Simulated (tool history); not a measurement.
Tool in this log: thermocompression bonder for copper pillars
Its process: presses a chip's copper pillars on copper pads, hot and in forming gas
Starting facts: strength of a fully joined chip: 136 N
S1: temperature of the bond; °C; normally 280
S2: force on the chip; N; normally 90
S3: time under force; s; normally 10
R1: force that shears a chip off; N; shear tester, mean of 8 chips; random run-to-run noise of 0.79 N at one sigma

run     day   S1   S2  S3    R1
  1   0.000  280   90  10  68.0
  2   0.733  280   90  10  67.8
  3   1.279  280   66  10  59.1
  4   2.300  295   90  10  85.2
  5   2.971  295   90  10  81.8
      3.462  -- force cell calibrated
  6   3.983  280   90  10  66.2
  7   4.396  280   90  10  64.6
  8   5.012  280   90  10  65.7
  9   6.004  280   90  10  62.4
 10   6.829  280   90  10  63.0
 11   7.700  280   90  10  63.4
 12   8.433  280   90  26  85.3
 13   9.275  280   90  10  63.4
 14  10.262  280   90  10  62.6
 15  10.833  298   90  10  79.5
 16  11.783  298   90  10  77.8
 17  12.258  298   90  10  78.1
 18  13.029  298   90  10  78.5
 19  13.617  298   90  10  77.3
 20  14.046  262   90  23  60.7
 21  14.921  281  122   9  68.1
 22  15.929  269   73   8  40.7
 23  16.712  280   64  10  50.6
 24  17.633  303   90  23  99.0
 25  18.058  303   90  23  99.6
     18.538  -- forming gas filter changed
 26  18.733  273   65   7  41.8
     18.988  -- heater calibrated with a thermocouple chip
 27  19.550  273   65   7  50.5
 28  20.388  273   65   7  51.2
 29  21.075  306   68   6  76.1
 30  22.058  262   62   6  37.3
 31  22.500  262   62   6  36.7
 32  23.300  280   54  29  82.6
 33  24.125  280   54  29  81.5

Results per run with the tool's hidden condition removed, run-to-run variation unchanged:
Hidden conditions of the tool in this case: true temperature of the bond over the reading, C; force that reaches the chip, % of what is set; oxide that the forming gas leaves, % of the face; drift of the gauge itself on shear_n, %.
run     R1
  1   72.9
  2   73.1
  3   64.1
  4   91.5
  5   88.1
  6   75.7
  7   74.2
  8   75.6
  9   72.4
 10   73.4
 11   74.2
 12   97.8
 13   75.0
 14   74.3
 15   92.3
 16   90.9
 17   91.5
 18   92.2
 19   91.3
 20   74.6
 21   82.3
 22   51.6
 23   63.2
 24  114.8
 25  115.8
 26   49.5
 27   49.8
 28   50.8
 29   75.9
 30   37.4
 31   36.8
 32   83.5
 33   82.8
